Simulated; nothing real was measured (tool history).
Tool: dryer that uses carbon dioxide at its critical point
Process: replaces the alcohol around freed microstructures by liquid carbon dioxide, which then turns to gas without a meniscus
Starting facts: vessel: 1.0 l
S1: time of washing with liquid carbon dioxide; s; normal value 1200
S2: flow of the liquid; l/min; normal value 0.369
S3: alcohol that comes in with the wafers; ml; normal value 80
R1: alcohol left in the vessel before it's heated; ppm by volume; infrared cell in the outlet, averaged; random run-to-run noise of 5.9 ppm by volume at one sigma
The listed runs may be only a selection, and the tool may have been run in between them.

run 1 hour=0.0 | S1=1200 S2=0.369 S3=80 | R1=342
run 2 hour=6.4 | S1=1200 S2=0.369 S3=80 | R1=364
run 3 hour=15.6 | S1=1200 S2=0.369 S3=80 | R1=373
run 4 hour=24.1 | S1=1200 S2=0.369 S3=80 | R1=364
run 5 hour=29.3 | S1=1200 S2=0.369 S3=25 | R1=168
run 6 hour=37.9 | S1=1200 S2=0.369 S3=25 | R1=178
run 7 hour=46.9 | S1=1200 S2=0.369 S3=25 | R1=189
run 8 hour=57.3 | S1=1200 S2=0.369 S3=80 | R1=393
run 9 hour=68.1 | S1=1200 S2=0.369 S3=80 | R1=394
run 10 hour=74.7 | S1=1200 S2=0.355 S3=80 | R1=465
run 11 hour=85.3 | S1=1200 S2=0.355 S3=80 | R1=477
run 12 hour=97.3 | S1=1200 S2=0.355 S3=80 | R1=483
run 13 hour=104.3 | S1=1200 S2=0.355 S3=80 | R1=500
run 14 hour=112.9 | S1=1740 S2=0.369 S3=80 | R1=130
run 15 hour=119.9 | S1=1020 S2=0.442 S3=24 | R1=193
run 16 hour=128.2 | S1=1020 S2=0.600 S3=52 | R1=139

Run 17, settings as shown, results not yet in. Your forecast:
run 17 hour=136.7 | S1=1740 S2=0.421 S3=52 | R1=?

Run 17 came out at R1 113 ppm by volume.
Without the tool's hidden state the same run would have given R1 4 ppm by volume.
